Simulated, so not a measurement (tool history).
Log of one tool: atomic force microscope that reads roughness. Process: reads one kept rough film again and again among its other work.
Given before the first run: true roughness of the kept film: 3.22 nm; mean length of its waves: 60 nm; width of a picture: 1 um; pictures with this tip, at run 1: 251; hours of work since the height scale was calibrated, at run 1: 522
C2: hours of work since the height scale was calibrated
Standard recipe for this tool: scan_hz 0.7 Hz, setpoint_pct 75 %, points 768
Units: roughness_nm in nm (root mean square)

Run 1, hour 0: usual settings; pictures with this tip 251; C2 522. Result: roughness_nm 2.944 nm (root mean square).
At hour 4.1: new tip fitted.
Run 2, hour 25.8: usual settings but setpoint_pct 85 %; pictures with this tip 50; C2 539. Result: roughness_nm 2.89 nm (root mean square).
Run 3, hour 74: usual settings but setpoint_pct 85 %; pictures with this tip 161; C2 571. Result: roughness_nm 2.859 nm (root mean square).
Run 4, hour 101: usual settings; pictures with this tip 224; C2 590. Result: roughness_nm 2.949 nm (root mean square).
At hour 115.2: new tip fitted.
Run 5, hour 132.7: usual settings; pictures with this tip 41; C2 611. Result: roughness_nm 2.993 nm (root mean square).
Run 6, hour 176.8: usual settings; pictures with this tip 142; C2 640. Result: roughness_nm 2.969 nm (root mean square).
Run 7, hour 217.2: usual settings; pictures with this tip 235; C2 668. Result: roughness_nm 2.947 nm (root mean square).
At hour 228.9: new tip fitted.
Run 8, hour 237.5: usual settings; pictures with this tip 20; C2 681. Result: roughness_nm 3.011 nm (root mean square).
Run 9, hour 282.2: usual settings; pictures with this tip 123; C2 711. Result: roughness_nm 2.985 nm (root mean square).
Run 10, hour 312.4: usual settings; pictures with this tip 193; C2 731. Result: roughness_nm 2.964 nm (root mean square).
At hour 339.3: new tip fitted.
Run 11, hour 345.2: usual settings; pictures with this tip 13; C2 753. Result: roughness_nm 3.02 nm (root mean square).
Run 12, hour 379.5: usual settings; pictures with this tip 93; C2 776. Result: roughness_nm 2.997 nm (root mean square).
Run 13, hour 411.9: usual settings; pictures with this tip 167; C2 798. Result: roughness_nm 2.98 nm (root mean square).
Run 14, hour 443.2: usual settings; pictures with this tip 240; C2 819. Result: roughness_nm 2.963 nm (root mean square).
At hour 450.7: new tip fitted.
Run 15, hour 492.2: usual settings; pictures with this tip 95; C2 852. Result: roughness_nm 2.995 nm (root mean square).
Run 16, hour 532: usual settings but scan_hz 1.155 Hz, setpoint_pct 87 %; pictures with this tip 187; C2 879. Result: roughness_nm 2.665 nm (root mean square).
Run 17, hour 557.1: usual settings but scan_hz 1.766 Hz; pictures with this tip 245; C2 896. Result: roughness_nm 2.723 nm (root mean square).
At hour 562.1: new tip fitted.
Run 18, hour 602.2: usual settings but scan_hz 1.766 Hz; pictures with this tip 93; C2 926. Result: roughness_nm 2.76 nm (root mean square).
Run 19, hour 625.7: usual settings but scan_hz 1.766 Hz; pictures with this tip 147; C2 942. Result: roughness_nm 2.741 nm (root mean square).
Run 20, hour 658.9: usual settings but scan_hz 0.808 Hz, setpoint_pct 84 %, points 941; pictures with this tip 224; C2 964. Result: roughness_nm 2.834 nm (root mean square).
At hour 673.6: new tip fitted.
Run 21, hour 684.9: usual settings but scan_hz 0.808 Hz, setpoint_pct 84 %, points 941; pictures with this tip 26; C2 981. Result: roughness_nm 2.89 nm (root mean square).
Run 22, hour 708.2: usual settings but scan_hz 2.496 Hz, setpoint_pct 63 %, points 581; pictures with this tip 79; C2 997. Result: roughness_nm 2.876 nm (root mean square).
Run 23, hour 755.8: usual settings but scan_hz 2.496 Hz, setpoint_pct 69 %, points 679; pictures with this tip 189; C2 1029. Result: roughness_nm 2.742 nm (root mean square).
Run 24, hour 782.1: usual settings but scan_hz 1.411 Hz, setpoint_pct 74 %, points 766; pictures with this tip 250; C2 1047. Result: roughness_nm 2.825 nm (root mean square).
At hour 785.3: new tip fitted.
Run 25, hour 821.1: usual settings but scan_hz 1.411 Hz, setpoint_pct 66 %, points 528; pictures with this tip 82; C2 1073. Result: roughness_nm 2.971 nm (root mean square).
Run 26, hour 860.9: usual settings but scan_hz 1.818 Hz, setpoint_pct 79 %, points 528; pictures with this tip 174; C2 1099. Result: roughness_nm 2.651 nm (root mean square).

Below are 5 alternative next runs, each starting from the tool's condition after run 26. Predict each:
Run A, hour 881.8: usual settings but scan_hz 0.759 Hz, setpoint_pct 69 %, points 442; pictures with this tip 223; C2 1113. Result: roughness_nm ?.
Run B, hour 881.8: usual settings but scan_hz 3.624 Hz, setpoint_pct 64 %, points 502; pictures with this tip 223; C2 1113. Result: roughness_nm ?.
Run C, hour 881.8: usual settings but setpoint_pct 72 %, points 664; pictures with this tip 223; C2 1113. Result: roughness_nm ?.
Run D, hour 881.8: usual settings but setpoint_pct 60 %, points 735; pictures with this tip 223; C2 1113. Result: roughness_nm ?.
Run E, hour 881.8: usual settings but scan_hz 1.19 Hz, setpoint_pct 55 %, points 316; pictures with this tip 223; C2 1113. Result: roughness_nm ?.

run  roughness_nm
  A         3.012
  B         2.698
  C         3.005
  D         3.082
  E         3.051
The same runs, with their run-to-run variation unchanged, on a tool lacking any hidden condition would have given:
run  roughness_nm
  A         3.016
  B         2.701
  C         3.009
  D         3.086
  E         3.055

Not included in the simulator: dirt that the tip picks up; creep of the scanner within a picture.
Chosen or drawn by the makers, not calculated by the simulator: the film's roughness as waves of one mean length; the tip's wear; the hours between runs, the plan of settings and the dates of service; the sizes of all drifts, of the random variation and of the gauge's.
